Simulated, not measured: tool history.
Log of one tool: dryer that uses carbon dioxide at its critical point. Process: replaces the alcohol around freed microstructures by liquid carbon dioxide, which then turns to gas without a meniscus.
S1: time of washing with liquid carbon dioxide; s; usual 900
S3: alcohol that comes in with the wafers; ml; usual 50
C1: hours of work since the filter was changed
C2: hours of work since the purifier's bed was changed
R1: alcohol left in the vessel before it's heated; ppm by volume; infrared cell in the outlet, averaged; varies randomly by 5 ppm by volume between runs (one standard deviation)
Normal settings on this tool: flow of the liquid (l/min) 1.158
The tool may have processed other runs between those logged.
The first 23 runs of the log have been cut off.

Run 24, hour 300.4: usual settings but flow of the liquid (l/min) 1.9, S3 37 ml; C1 331; C2 246. Result: R1 99 ppm by volume.
Run 25, hour 318.8: usual settings but S1 1380 s, flow of the liquid (l/min) 1.9, S3 38 ml; C1 346; C2 260. Result: R1 111 ppm by volume.
Run 26, hour 332.1: usual settings but S1 780 s, flow of the liquid (l/min) 1.17, S3 59 ml; C1 356; C2 271. Result: R1 173 ppm by volume.
Run 27, hour 341: usual settings but S1 1080 s, flow of the liquid (l/min) 0.9; C1 363; C2 278. Result: R1 144 ppm by volume.
Run 28, hour 357.5: usual settings but S3 53 ml; C1 376; C2 291. Result: R1 137 ppm by volume.
Run 29, hour 365.8: usual settings but flow of the liquid (l/min) 1.28; C1 383; C2 297. Result: R1 133 ppm by volume.
Run 30, hour 379.3: usual settings but S1 1380 s, flow of the liquid (l/min) 1.22; C1 394; C2 308. Result: R1 137 ppm by volume.
Run 31, hour 396: usual settings but flow of the liquid (l/min) 1.93, S3 54 ml; C1 407; C2 321. Result: R1 145 ppm by volume.
Run 32, hour 408.2: usual settings but flow of the liquid (l/min) 1.93, S3 54 ml; C1 416; C2 331. Result: R1 136 ppm by volume.
Run 33, hour 421.2: usual settings but S1 1020 s, flow of the liquid (l/min) 0.93, S3 98 ml; C1 427; C2 341. Result: R1 212 ppm by volume.
Run 34, hour 429.4: usual settings but S1 1020 s, flow of the liquid (l/min) 0.93, S3 98 ml; C1 433; C2 347. Result: R1 220 ppm by volume.
Run 35, hour 440.9: usual settings but S1 1020 s, flow of the liquid (l/min) 0.71, S3 48 ml; C1 442; C2 357. Result: R1 300 ppm by volume.
Run 36, hour 455.6: usual settings but S1 960 s, flow of the liquid (l/min) 1.95, S3 48 ml; C1 454; C2 368. Result: R1 157 ppm by volume.
Run 37, hour 472.3: usual settings but S1 660 s, flow of the liquid (l/min) 0.8, S3 48 ml; C1 467; C2 381. Result: R1 780 ppm by volume.
Run 38, hour 481.5: usual settings but S1 840 s, S3 40 ml; C1 474; C2 389. Result: R1 188 ppm by volume.
Run 39, hour 495.9: usual settings but S1 660 s, flow of the liquid (l/min) 1.44, S3 95 ml; C1 486; C2 400. Result: R1 236 ppm by volume.
Run 40, hour 509.7: usual settings but S1 660 s, flow of the liquid (l/min) 1.44, S3 95 ml; C1 497; C2 411. Result: R1 252 ppm by volume.
Run 41, hour 517.4: usual settings but S1 1320 s, flow of the liquid (l/min) 1.15, S3 32 ml; C1 503; C2 417. Result: R1 164 ppm by volume.
Run 42, hour 527.9: usual settings but S1 1320 s, flow of the liquid (l/min) 1.15, S3 32 ml; C1 511; C2 425. Result: R1 183 ppm by volume.
Run 43, hour 544.6: usual settings but S1 1320 s, flow of the liquid (l/min) 1.15, S3 32 ml; C1 524; C2 438. Result: R1 175 ppm by volume.
At hour 549.4: inlet filter changed.
Run 44, hour 562.5: usual settings but flow of the liquid (l/min) 0.79; C1 10; C2 452. Result: R1 288 ppm by volume.
Run 45, hour 575.7: usual settings but flow of the liquid (l/min) 0.79; C1 21; C2 462. Result: R1 317 ppm by volume.
Run 46, hour 594: usual settings but S1 660 s, flow of the liquid (l/min) 0.87, S3 80 ml; C1 35; C2 477. Result: R1 739 ppm by volume.

Predict each of these 3 candidate next runs independently; none follows another, all start after run 46:
Run A, hour 608.2: usual settings but S1 960 s, flow of the liquid (l/min) 1.64; C1 46; C2 488. Result: R1 ?.
Run B, hour 608.2: usual settings but S1 660 s, flow of the liquid (l/min) 0.87, S3 37 ml; C1 46; C2 488. Result: R1 ?.
Run C, hour 608.2: usual settings but flow of the liquid (l/min) 0.91; C1 46; C2 488. Result: R1 ?.

run   R1
  A  205
  B  438
  C  253
Without the tool's hidden state the same runs would have given:
run   R1
  A   13
  B  223
  C   53
